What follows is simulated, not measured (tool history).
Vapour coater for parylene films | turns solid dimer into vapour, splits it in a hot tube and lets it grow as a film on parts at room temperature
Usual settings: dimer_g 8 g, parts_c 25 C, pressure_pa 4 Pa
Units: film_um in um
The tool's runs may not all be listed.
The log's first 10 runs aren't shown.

{"run": 11, "hour": 168.3, "dimer_g": 8, "parts_c": 25, "pressure_pa": 4, "film_um": 4.15}
{"run": 12, "hour": 189.5, "dimer_g": 8, "parts_c": 25, "pressure_pa": 2.29, "film_um": 4.37}
{"run": 13, "hour": 205.3, "dimer_g": 8, "parts_c": 25, "pressure_pa": 4, "film_um": 4.14}
{"run": 14, "hour": 219.6, "dimer_g": 8, "parts_c": 25, "pressure_pa": 4, "film_um": 4.18}
{"run": 15, "hour": 239.4, "dimer_g": 8, "parts_c": 25, "pressure_pa": 4, "film_um": 4.18}
{"run": 16, "hour": 264.5, "dimer_g": 8, "parts_c": 25, "pressure_pa": 4, "film_um": 4.22}
{"run": 17, "hour": 282.4, "dimer_g": 8, "parts_c": 25, "pressure_pa": 4, "film_um": 4.16}
{"run": 18, "hour": 298.2, "dimer_g": 8, "parts_c": 25, "pressure_pa": 4, "film_um": 4.16}
{"run": 19, "hour": 318.6, "dimer_g": 14, "parts_c": 25, "pressure_pa": 4, "film_um": 7.34}
{"run": 20, "hour": 340.8, "dimer_g": 14, "parts_c": 26, "pressure_pa": 4, "film_um": 7}
{"run": 21, "hour": 358.6, "dimer_g": 9, "parts_c": 18, "pressure_pa": 9.68, "film_um": 6.42}
{"run": 22, "hour": 369.9, "dimer_g": 9, "parts_c": 18, "pressure_pa": 9.68, "film_um": 6.36}
{"run": 23, "hour": 389.5, "dimer_g": 9, "parts_c": 18, "pressure_pa": 9.68, "film_um": 6.24}
{"run": 24, "hour": 402.2, "dimer_g": 11, "parts_c": 25, "pressure_pa": 8.05, "film_um": 5.46}
{"run": 25, "hour": 424.0, "dimer_g": 11, "parts_c": 25, "pressure_pa": 8.05, "film_um": 5.5}
{"run": 26, "hour": 446.7, "dimer_g": 8, "parts_c": 25, "pressure_pa": 3.13, "film_um": 4.19}
{"run": 27, "hour": 471.6, "dimer_g": 9, "parts_c": 25, "pressure_pa": 3.13, "film_um": 4.75}
{"run": 28, "hour": 484.9, "dimer_g": 9, "parts_c": 29, "pressure_pa": 4.38, "film_um": 3.83}
{"run": 29, "hour": 504.8, "dimer_g": 8, "parts_c": 25, "pressure_pa": 2.91, "film_um": 4.16}
{"run": 30, "hour": 525.4, "dimer_g": 9, "parts_c": 25, "pressure_pa": 5.74, "film_um": 4.62}
{"run": 31, "hour": 549.4, "dimer_g": 9, "parts_c": 25, "pressure_pa": 5.74, "film_um": 4.61}
{"hour": 566.8, "done": "table's thermometer calibrated"}
{"run": 32, "hour": 567.7, "dimer_g": 9, "parts_c": 25, "pressure_pa": 5.74, "film_um": 4.56}
{"run": 33, "hour": 584.6, "dimer_g": 8, "parts_c": 21, "pressure_pa": 6.16, "film_um": 4.96}

Run 34 comes next. What will it give?
{"run": 34, "hour": 599.3, "dimer_g": 11, "parts_c": 23, "pressure_pa": 2.71, "film_um": "?"}

{"run 34": {"film_um": 6.5}}
Without the tool's hidden state the same run would have given film_um 6.51 um.

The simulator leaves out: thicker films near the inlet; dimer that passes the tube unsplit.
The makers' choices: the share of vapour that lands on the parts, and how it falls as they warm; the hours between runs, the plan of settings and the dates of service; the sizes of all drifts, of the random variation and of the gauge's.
